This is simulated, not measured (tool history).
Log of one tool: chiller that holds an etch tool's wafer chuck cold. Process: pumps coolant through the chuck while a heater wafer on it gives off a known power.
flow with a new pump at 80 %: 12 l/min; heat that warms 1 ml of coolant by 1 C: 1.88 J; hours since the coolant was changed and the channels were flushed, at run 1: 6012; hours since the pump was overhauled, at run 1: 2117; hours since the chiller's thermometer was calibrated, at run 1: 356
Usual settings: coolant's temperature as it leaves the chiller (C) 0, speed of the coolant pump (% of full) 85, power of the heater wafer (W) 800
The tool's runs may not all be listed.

run,hour,coolant's temperature as it leaves the chiller (C),speed of the coolant pump (% of full),power of the heater wafer (W),hours since the coolant was changed and the channels were flushed,hours since the pump was overhauled,hours since the chiller's thermometer was calibrated,chuck's temperature once it has settled (C),how much warmer the coolant comes back (C)
1,0.0,0,85,800,6012,2117,356,5.4,1.97
2,46.1,0,85,800,6058,2163,402,5.0,1.98
3,90.8,0,85,800,6102,2208,447,5.1,2.05
4,147.9,0,76,800,6160,2265,504,5.6,2.31
5,210.0,0,76,800,6222,2327,566,5.7,2.35
6,237.3,0,85,800,6249,2354,593,5.3,2.05
7,272.6,0,85,800,6284,2389,629,5.2,2.07
8,303.9,0,78,800,6316,2421,660,5.7,2.30
9,347.5,0,85,800,6359,2464,704,5.2,2.08
10,391.7,0,85,800,6403,2508,748,5.1,2.13
11,425.7,0,85,800,6437,2542,782,5.2,2.12
12,484.1,0,74,800,6496,2601,840,6.0,2.50
13,536.4,-9,85,479,6548,2653,892,-6.0,1.40
14,584.6,-9,85,479,6596,2701,941,-5.9,1.39
15,620.6,0,83,683,6632,2737,977,4.5,1.98
16,655.5,0,72,1105,6667,2772,1012,8.1,3.51
17,686.9,6,85,1106,6699,2804,1043,13.1,2.97
18,742.2,4,62,538,6754,2859,1098,8.5,2.15
# hour 762.7: coolant changed, channels flushed
19,789.3,0,77,800,27,2900,1139,5.7,2.49
20,853.1,0,71,800,90,2964,1203,5.9,2.77
21,896.1,3,61,800,133,3007,1246,9.7,3.22
22,922.1,-7,69,800,159,3033,1272,-0.8,2.82

Forecast each of these 4 alternatives for the next run:
A,973.7,9,67,571,211,3084,1324,?,?
B,973.7,-7,83,569,211,3084,1324,?,?
C,973.7,0,79,955,211,3084,1324,?,?
D,973.7,2,62,874,211,3084,1324,?,?

run,chuck's temperature once it has settled (C),how much warmer the coolant comes back (C)
A,13.4,2.22
B,-3.2,1.79
C,6.4,2.91
D,9.4,3.45
Without the tool's hidden state the same runs would have given:
run,chuck's temperature once it has settled (C),how much warmer the coolant comes back (C)
A,13.4,1.87
B,-3.2,1.44
C,6.4,2.56
D,9.4,3.10

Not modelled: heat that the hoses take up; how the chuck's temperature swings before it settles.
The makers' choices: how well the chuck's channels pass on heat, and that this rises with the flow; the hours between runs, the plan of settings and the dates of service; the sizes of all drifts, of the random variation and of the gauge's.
